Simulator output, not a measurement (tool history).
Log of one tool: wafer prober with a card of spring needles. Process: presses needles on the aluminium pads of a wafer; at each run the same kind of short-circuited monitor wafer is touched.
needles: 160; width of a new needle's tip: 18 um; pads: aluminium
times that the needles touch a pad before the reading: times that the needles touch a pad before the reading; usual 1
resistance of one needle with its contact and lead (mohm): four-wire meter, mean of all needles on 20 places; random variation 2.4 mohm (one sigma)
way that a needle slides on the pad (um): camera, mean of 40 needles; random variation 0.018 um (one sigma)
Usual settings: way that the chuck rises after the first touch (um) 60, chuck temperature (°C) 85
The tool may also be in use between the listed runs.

run	hour	way that the chuck rises after the first touch (um)	chuck temperature (°C)	times that the needles touch a pad before the reading	resistance of one needle with its contact and lead (mohm)	way that a needle slides on the pad (um)
1	0	60	85	1	283	14.88
2	10.2	60	85	1	290	14.87
3	20.8	60	85	1	299	14.87
4	31.2	60	85	1	302	14.88
# hour 34.7: tips cleaned on abrasive film
5	40.2	60	85	1	288	14.87
6	47.9	60	85	1	290	14.84
7	57.7	54	85	1	302	13.32
8	63.6	60	57	1	294	14.82
# hour 74.3: tips cleaned on abrasive film
9	74.6	60	57	1	272	14.81
10	82.5	41	85	1	304	10.07
11	92.6	60	85	1	293	14.82
12	98.6	60	85	1	298	14.83
13	110.3	46	85	1	319	11.32
# hour 113.7: tips cleaned on abrasive film
14	119.1	50	85	1	292	12.32
15	133.1	50	54	1	302	12.32
16	139.2	50	54	1	304	12.31
17	151.3	60	85	2	297	14.78
# hour 152.3: height of the first contact set anew
# hour 153.5: tips cleaned on abrasive film
18	162.2	56	85	2	285	13.7
19	175.9	60	85	3	281	14.7
20	186	60	85	3	284	14.75
# hour 192.4: tips cleaned on abrasive film
21	197.5	75	68	2	272	18.44
# hour 201.7: height of the first contact set anew, once more
22	210.7	71	103	1	297	17.64
23	216.6	71	103	1	299	17.68
24	227.2	40	111	2	320	9.95
# hour 232.6: tips cleaned on abrasive film
25	234.9	76	41	1	267	18.87
26	245.7	51	54	1	288	12.65
27	256.3	51	54	1	303	12.64
28	268.8	46	85	2	301	11.41
# hour 272: tips cleaned on abrasive film
29	277	46	85	2	284	11.41
30	283.4	46	85	2	294	11.4
31	294.2	56	30	2	276	13.89
32	303.4	56	30	2	275	13.88
33	310.4	77	85	1	290	19.1
# hour 311.3: tips cleaned on abrasive film
34	318.9	77	85	1	282	19.13
35	325.5	77	85	1	283	19.12

3 ways to go on from here, each from the tool as it stands after run 35. What would each give?
A	336.6	48	66	2	?	?
B	336.6	77	36	1	?	?
C	336.6	75	58	1	?	?

run	resistance of one needle with its contact and lead (mohm)	way that a needle slides on the pad (um)
A	293	11.85
B	276	19.12
C	279	18.63
Without the tool's hidden state the same runs would have given:
run	resistance of one needle with its contact and lead (mohm)	way that a needle slides on the pad (um)
A	272	11.91
B	259	19.18
C	262	18.69
